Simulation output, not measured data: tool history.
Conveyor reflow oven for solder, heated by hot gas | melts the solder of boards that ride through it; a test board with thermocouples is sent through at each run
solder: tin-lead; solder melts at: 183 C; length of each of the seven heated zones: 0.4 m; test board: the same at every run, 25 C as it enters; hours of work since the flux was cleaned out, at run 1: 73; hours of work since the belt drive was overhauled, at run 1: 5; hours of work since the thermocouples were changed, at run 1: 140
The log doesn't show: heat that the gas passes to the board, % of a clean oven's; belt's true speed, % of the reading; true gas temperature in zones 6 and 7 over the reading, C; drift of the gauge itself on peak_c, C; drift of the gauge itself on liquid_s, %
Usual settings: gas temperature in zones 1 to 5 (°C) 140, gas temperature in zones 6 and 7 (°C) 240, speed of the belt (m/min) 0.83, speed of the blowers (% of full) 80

run,hour,gas temperature in zones 1 to 5 (°C),gas temperature in zones 6 and 7 (°C),speed of the belt (m/min),speed of the blowers (% of full),hours of work since the flux was cleaned out,hours of work since the belt drive was overhauled,hours of work since the thermocouples were changed,highest temperature of the board (°C),time above the solder's melting point (s)
1,0,140,240,0.83,80,73,5,140,219,44.03
2,8.5,140,240,0.83,80,78,11,146,218.9,44.24
3,13.5,140,240,0.83,80,82,14,149,219,44.07
4,18.1,140,240,0.83,80,85,17,152,219,44.28
5,23.3,140,240,0.83,80,88,21,156,219,44.1
6,31.2,140,240,0.83,80,94,26,161,218.8,44.19
7,38.3,140,240,0.83,80,98,31,166,219.1,44.14
8,45.8,140,240,0.83,80,103,36,171,218.8,44.08
9,55.6,140,230,0.83,80,110,43,177,210.9,38.74
10,64.1,140,240,0.83,80,116,48,183,218.8,44
11,69.2,140,240,0.83,80,119,52,186,219,44
# hour 74.9: flux residue cleaned out of gas plates and filters
12,79.4,140,240,0.83,80,3,55,190,218.6,43.89
13,90,140,254,0.83,80,10,62,197,229.9,49.77
14,95.7,140,254,0.83,80,14,66,201,230.1,49.58
15,100.2,140,254,0.83,80,17,69,204,230.5,49.78
# hour 110.4: flux residue cleaned out of gas plates and filters, once more
16,111.3,140,254,0.83,80,1,73,208,231.5,50.32
17,120,140,254,0.83,80,6,79,214,231.4,50.42
18,128.6,140,240,0.801,80,12,85,220,220.6,47.08
19,137.5,140,240,0.784,76,18,91,226,220.4,48.05
20,143.8,140,240,0.784,76,22,95,230,220.9,47.99
21,154.3,140,240,0.74,75,29,102,237,222.3,52.08
22,160.1,136,247,0.83,55,33,106,241,215.6,40.15
23,166.8,136,247,0.83,55,38,111,245,215.6,40.12
24,175.2,154,240,0.83,72,44,116,251,220.4,49.18
25,180.6,133,240,0.83,58,47,120,255,210.8,35.95
26,188,133,240,0.83,69,52,125,260,214.7,39.26
27,198.4,133,240,0.83,69,59,132,267,214.5,39.2
28,203.2,133,240,0.83,69,62,135,270,214.6,39.47
29,211.9,125,245,0.932,64,68,141,276,209.3,28.85
30,219.6,133,245,0.932,89,73,146,281,219.5,37.79
31,226.9,139,240,0.689,80,78,151,286,225.5,57.78
32,235,139,240,0.689,80,84,157,291,225.2,57.81

Hidden state or all else? Some run-to-run changes of highest temperature of the board (°C), split into what the settings, what came in and random variation would give without the hidden state, and what is left for the hidden state (with any gauge scatter that isn't in both results):
Run 11 -> 12: flux residue cleaned out of gas plates and filters. highest temperature of the board (°C) -0.4: hidden state -0.2, all else -0.2.
Run 12 -> 13: gas temperature in zones 6 and 7 (°C) 240 -> 254. highest temperature of the board (°C) +11.3: hidden state -0.1, all else +11.4.
Run 15 -> 16: flux residue cleaned out of gas plates and filters, once more. highest temperature of the board (°C) +1: hidden state +1.1, all else -0.1.
Run 17 -> 18: gas temperature in zones 6 and 7 (°C) 254 -> 240, speed of the belt (m/min) 0.83 -> 0.801. highest temperature of the board (°C) -10.8: hidden state +0, all else -10.8.
Run 29 -> 30: gas temperature in zones 1 to 5 (°C) 125 -> 133, speed of the blowers (% of full) 64 -> 89. highest temperature of the board (°C) +10.2: hidden state -0.1, all else +10.3.
Run 30 -> 31: gas temperature in zones 1 to 5 (°C) 133 -> 139, gas temperature in zones 6 and 7 (°C) 245 -> 240, speed of the belt (m/min) 0.932 -> 0.689, speed of the blowers (% of full) 89 -> 80. highest temperature of the board (°C) +6: hidden state +0.4, all else +5.6.
